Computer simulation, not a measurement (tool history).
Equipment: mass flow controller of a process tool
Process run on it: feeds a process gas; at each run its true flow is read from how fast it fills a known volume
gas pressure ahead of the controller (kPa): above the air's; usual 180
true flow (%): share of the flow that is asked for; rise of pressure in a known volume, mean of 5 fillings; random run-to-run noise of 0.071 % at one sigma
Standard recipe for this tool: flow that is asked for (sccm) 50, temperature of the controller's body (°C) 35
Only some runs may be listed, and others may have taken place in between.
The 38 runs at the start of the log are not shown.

| run | hour | flow that is asked for (sccm) | gas pressure ahead of the controller (kPa) | temperature of the controller's body (°C) | true flow (%) |
|---|---|---|---|---|---|
| 39 | 4254.7 | 17 | 152 | 20 | 94.52 |
| 40 | 4351.5 | 19 | 152 | 22 | 94.47 |
| 41 | 4445.5 | 27 | 191 | 32 | 95.31 |
| 42 | 4520.4 | 27 | 191 | 32 | 95.28 |
| 43 | 4627.4 | 53 | 176 | 32 | 95.67 |
| 44 | 4713.5 | 53 | 176 | 32 | 95.61 |
| 45 | 4861.9 | 83 | 278 | 21 | 96.11 |
| 46 | 4936.5 | 18 | 274 | 24 | 94.52 |
| 47 | 5016.3 | 14 | 251 | 35 | 94.93 |
| 48 | 5117.9 | 50 | 235 | 35 | 95.75 |
| 49 | 5223.0 | 11 | 217 | 31 | 94.20 |

Each row is a separate what-if for the run after 49, all from the same tool condition, not one after another. Results?
| A | 5303.9 | 35 | 188 | 26 | ? |
| B | 5303.9 | 42 | 180 | 35 | ? |
| C | 5303.9 | 38 | 217 | 31 | ? |

| run | true flow (%) |
|---|---|
| A | 94.66 |
| B | 95.29 |
| C | 95.13 |
The same runs, with their run-to-run variation unchanged, on a tool lacking any hidden condition would have given:
| run | true flow (%) |
|---|---|
| A | 98.75 |
| B | 99.35 |
| C | 99.20 |
